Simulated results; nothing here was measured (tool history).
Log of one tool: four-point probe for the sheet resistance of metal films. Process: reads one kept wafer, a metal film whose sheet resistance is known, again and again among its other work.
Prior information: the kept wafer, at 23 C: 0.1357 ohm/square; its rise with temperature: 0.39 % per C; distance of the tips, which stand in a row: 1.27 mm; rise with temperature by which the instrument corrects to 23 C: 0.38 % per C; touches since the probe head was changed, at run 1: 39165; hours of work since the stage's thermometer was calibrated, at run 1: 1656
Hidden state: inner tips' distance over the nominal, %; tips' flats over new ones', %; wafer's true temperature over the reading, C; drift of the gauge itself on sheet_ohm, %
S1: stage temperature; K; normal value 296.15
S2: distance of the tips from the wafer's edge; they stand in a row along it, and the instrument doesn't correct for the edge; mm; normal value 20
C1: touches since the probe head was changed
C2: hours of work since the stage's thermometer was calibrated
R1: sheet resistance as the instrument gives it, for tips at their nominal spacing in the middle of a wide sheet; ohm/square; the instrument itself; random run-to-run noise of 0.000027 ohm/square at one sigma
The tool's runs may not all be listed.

run     day      S1  S2     C1    C2        R1
  1   0.000  296.15  20  39165  1656  0.135623
  2   4.267  296.15  20  40597  1727  0.135541
  3   7.217  294.15  20  41587  1775  0.135509
  4  10.250  294.15  20  42606  1825  0.135450
  5  13.742  294.15  20  43779  1883  0.135441
  6  18.625  296.15  20  45417  1963  0.135448
  7  21.042  296.15  20  46229  2003  0.135442
     25.192  -- stage's thermometer calibrated
  8  25.192  296.15  20  47615     0  0.135758
  9  29.754  296.15   7  49146    75  0.137796
 10  33.450  293.15  27  50388   136  0.135496
 11  38.604  298.15  28  52118   221  0.135553
 12  41.400  293.15  24  53056   267  0.135504
 13  44.758  297.15   3  54184   322  0.147134
 14  49.942  298.15  68  55923   408  0.135361
 15  52.971  296.15   9  56941   458  0.136724

Hidden state or all else? Some run-to-run changes of R1, split into what the settings, what came in and random variation would give without the hidden state, and what is left for the hidden state (with any gauge scatter that isn't in both results):
Run 7 -> 8: stage's thermometer calibrated. R1 +0.000316 ohm/square: hidden state +0.000317, all else -0.000001.
Run 13 -> 14: S1 297.15 -> 298.15, S2 3 -> 68. R1 -0.011773 ohm/square: hidden state -0.000007, all else -0.011766.

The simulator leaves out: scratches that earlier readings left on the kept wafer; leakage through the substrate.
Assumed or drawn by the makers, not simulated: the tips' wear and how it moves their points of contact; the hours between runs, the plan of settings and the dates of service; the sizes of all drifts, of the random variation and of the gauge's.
